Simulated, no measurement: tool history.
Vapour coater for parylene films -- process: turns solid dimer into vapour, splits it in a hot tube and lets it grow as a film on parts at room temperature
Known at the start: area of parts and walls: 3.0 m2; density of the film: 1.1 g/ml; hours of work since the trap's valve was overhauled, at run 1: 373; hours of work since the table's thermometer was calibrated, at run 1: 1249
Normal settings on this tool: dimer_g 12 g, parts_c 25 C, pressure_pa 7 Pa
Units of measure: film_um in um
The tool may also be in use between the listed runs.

run	hour	dimer_g	parts_c	pressure_pa	hours of work since the trap's valve was overhauled	hours of work since the table's thermometer was calibrated	film_um
1	0	12	25	7	373	1249	2.19
2	39.1	12	25	7	395	1272	2.16
3	70.9	12	25	7	414	1290	2.12
4	121.3	12	25	7	443	1320	2.13
5	163.1	12	25	7	468	1344	2.09
6	204.2	12	25	7	492	1368	2.13
# hour 223.2: trap's valve overhauled
7	250.6	12	25	7	16	1393	2.41
8	275.4	12	25	7	30	1407	2.35
9	314.5	12	19	7	53	1430	3.24
10	356.4	12	19	7	77	1454	3.06
11	404.1	12	19	7	105	1482	3.11
12	454.3	12	25	7	134	1511	2.29
13	498.5	12	25	7	160	1537	2.29
14	547	12	25	7	188	1565	2.26
15	575.9	12	25	7	205	1582	2.22
16	623.7	16	25	7	233	1610	2.95
17	646.7	12	26	7	246	1623	2.08
18	703.3	12	25	7	279	1656	2.2
19	748.7	12	25	7	306	1682	2.2
20	801.6	12	25	7	337	1713	2.12
21	838.5	12	25	7	358	1735	2.13
22	864	12	25	7	373	1749	2.16
23	914	12	25	7	402	1779	2.11
24	961.5	12	25	7	430	1806	2.11
25	986.2	17	31	5.49	444	1821	2.27
26	1023.1	17	31	5.49	465	1842	2.22
27	1046.1	12	19	11.26	479	1855	2.73
# hour 1088.1: trap's valve overhauled
28	1096.9	12	19	11.26	5	1883	3.05
29	1128.9	16	25	11.01	24	1901	2.99
30	1154	12	22	3.06	38	1916	2.83
31	1181.9	12	19	3.06	55	1932	3.25
32	1231.4	12	22	3.06	83	1961	2.85
33	1272.6	7	24	9.81	107	1985	1.36
34	1308.1	11	25	11.5	128	2005	1.97
35	1336.7	12	33	7.21	145	2022	1.48
36	1383.4	12	29	7	172	2049	1.84
37	1407.4	12	29	7	186	2063	1.86
38	1454.3	7	29	7	213	2091	1.04
39	1502.4	19	28	3.17	241	2119	3.2
40	1556.7	12	25	2.37	273	2150	2.32
41	1609.9	12	25	2.37	304	2181	2.35
42	1658.4	12	25	2.37	332	2209	2.25
43	1693.3	12	25	2.37	352	2230	2.32
44	1732	19	25	2.21	375	2252	3.67
45	1772.8	20	26	10.13	398	2276	3.26
# hour 1805.8: table's thermometer calibrated
46	1825.5	6	21	2.29	429	11	1.49

Each run again, without the hidden state but with its own random variation kept:
Hidden state at play: vapour lost through the trap's worn valve, %; true temperature of the parts over the reading, C; drift of the gauge itself on film_um, %.
run	film_um
1	2.51
2	2.48
3	2.45
4	2.49
5	2.45
6	2.51
7	2.53
8	2.48
9	3.43
10	3.27
11	3.34
12	2.48
13	2.5
14	2.48
15	2.46
16	3.28
17	2.32
18	2.47
19	2.49
20	2.42
21	2.45
22	2.49
23	2.45
24	2.47
25	2.66
26	2.62
27	3.24
28	3.24
29	3.19
30	3.02
31	3.49
32	3.08
33	1.48
34	2.16
35	1.62
36	2.04
37	2.06
38	1.17
39	3.6
40	2.64
41	2.69
42	2.6
43	2.69
44	4.28
45	3.83
46	1.65
